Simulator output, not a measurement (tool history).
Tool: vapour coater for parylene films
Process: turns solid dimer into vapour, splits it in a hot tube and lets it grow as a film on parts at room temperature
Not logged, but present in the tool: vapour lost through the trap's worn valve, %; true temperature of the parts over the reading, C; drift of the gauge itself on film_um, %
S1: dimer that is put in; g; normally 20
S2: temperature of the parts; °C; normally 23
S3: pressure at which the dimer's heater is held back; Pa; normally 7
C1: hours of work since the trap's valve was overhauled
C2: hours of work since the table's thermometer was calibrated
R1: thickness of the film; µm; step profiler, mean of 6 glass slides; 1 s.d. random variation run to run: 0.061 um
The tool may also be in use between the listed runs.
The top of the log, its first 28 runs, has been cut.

run 29 hour=641.4 | S1=13 S2=28 S3=7 | C1=110 C2=373 | R1=6.8
run 30 hour=665.8 | S1=13 S2=28 S3=7 | C1=123 C2=386 | R1=6.74
run 31 hour=690 | S1=15 S2=24 S3=5.66 | C1=136 C2=399 | R1=9.86
run 32 hour=706.2 | S1=15 S2=24 S3=5.66 | C1=144 C2=408 | R1=9.83
run 33 hour=726.5 | S1=18 S2=30 S3=7 | C1=155 C2=419 | R1=8.46
run 34 hour=757.6 | S1=30 S2=30 S3=6.78 | C1=172 C2=435 | R1=14.11
run 35 hour=772.9 | S1=30 S2=30 S3=3.06 | C1=180 C2=443 | R1=15.94
run 36 hour=804.7 | S1=10 S2=28 S3=5.75 | C1=197 C2=460 | R1=5.38
run 37 hour=835.2 | S1=28 S2=23 S3=5.15 | C1=214 C2=477 | R1=19.35
run 38 hour=858.3 | S1=20 S2=26 S3=7 | C1=226 C2=489 | R1=11.27
run 39 hour=888.9 | S1=12 S2=22 S3=4.01 | C1=242 C2=506 | R1=9.12
run 40 hour=921.4 | S1=11 S2=23 S3=2.89 | C1=260 C2=523 | R1=8.35
run 41 hour=942 | S1=14 S2=23 S3=7.2 | C1=271 C2=534 | R1=9.09
run 42 hour=972.6 | S1=22 S2=16 S3=7 | C1=287 C2=550 | R1=20.23
run 43 hour=991.7 | S1=30 S2=33 S3=7 | C1=297 C2=561 | R1=12.05

Below are 3 alternative next runs, each starting from the tool's condition after run 43. Predict each:
run A hour=1008.9 | S1=14 S2=34 S3=8.21 | C1=307 C2=570 | R1=?
run B hour=1008.9 | S1=28 S2=33 S3=7 | C1=307 C2=570 | R1=?
run C hour=1008.9 | S1=18 S2=23 S3=5.92 | C1=307 C2=570 | R1=?

run=A R1=5.19
run=B R1=11.15
run=C R1=12.05
The same runs, with their run-to-run variation unchanged, on a tool lacking any hidden condition would have given:
run=A R1=5.31
run=B R1=11.4
run=C R1=12.32

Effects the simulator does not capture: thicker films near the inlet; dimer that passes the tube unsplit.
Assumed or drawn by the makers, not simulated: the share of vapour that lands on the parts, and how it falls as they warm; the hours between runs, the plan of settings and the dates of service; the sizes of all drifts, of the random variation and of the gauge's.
